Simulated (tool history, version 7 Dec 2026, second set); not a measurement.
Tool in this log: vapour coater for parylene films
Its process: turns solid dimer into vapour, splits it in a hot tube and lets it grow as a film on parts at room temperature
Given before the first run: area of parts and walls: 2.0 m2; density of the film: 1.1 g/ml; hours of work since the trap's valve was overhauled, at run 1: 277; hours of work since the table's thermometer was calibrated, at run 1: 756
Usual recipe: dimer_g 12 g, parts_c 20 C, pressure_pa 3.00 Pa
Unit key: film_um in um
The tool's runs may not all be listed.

run,hour,dimer_g,parts_c,pressure_pa,hours of work since the trap's valve was overhauled,hours of work since the table's thermometer was calibrated,film_um
1,0.0,12,20,3.00,277,756,2.72
2,52.5,7,20,3.00,322,801,1.61
# hour 99.0: trap's valve overhauled
3,111.7,7,20,3.00,11,849,1.78
4,141.9,12,20,3.00,37,875,2.90
5,209.0,12,20,3.00,95,933,2.89
6,241.6,12,20,3.00,123,961,2.86
7,294.2,12,20,3.00,168,1006,2.88
8,364.5,12,20,3.00,229,1067,2.73
9,429.0,17,20,10.13,285,1123,3.49
# hour 454.8: table's thermometer calibrated
10,493.7,17,20,10.13,340,34,3.37
# hour 516.5: trap's valve overhauled
11,563.1,17,20,10.13,40,90,3.68
12,635.2,12,18,3.00,102,152,2.99
13,674.2,12,18,3.00,136,186,2.98

Take each entry between the runs: how does the hidden state at the last listed run before it differ from the hidden state at the first listed run after it?
From run 2 to run 3: trap's valve overhauled (hour 99.0)
  vapour lost through the trap's worn valve, %: 10.2 -> 1.1; true temperature of the parts over the reading, C: -0.54 -> -0.56
  what was measured, less what the result would be without the hidden state, film_um: -0.16 -> +0.01 um
From run 9 to run 10: table's thermometer calibrated (hour 454.8)
  vapour lost through the trap's worn valve, %: 10.4 -> 12.3; true temperature of the parts over the reading, C: -0.71 -> -0.01
  what was measured, less what the result would be without the hidden state, film_um: -0.32 -> -0.46 um
From run 10 to run 11: trap's valve overhauled (hour 516.5)
  vapour lost through the trap's worn valve, %: 12.3 -> 1.5; true temperature of the parts over the reading, C: -0.01 -> -0.04
  what was measured, less what the result would be without the hidden state, film_um: -0.46 -> -0.05 um

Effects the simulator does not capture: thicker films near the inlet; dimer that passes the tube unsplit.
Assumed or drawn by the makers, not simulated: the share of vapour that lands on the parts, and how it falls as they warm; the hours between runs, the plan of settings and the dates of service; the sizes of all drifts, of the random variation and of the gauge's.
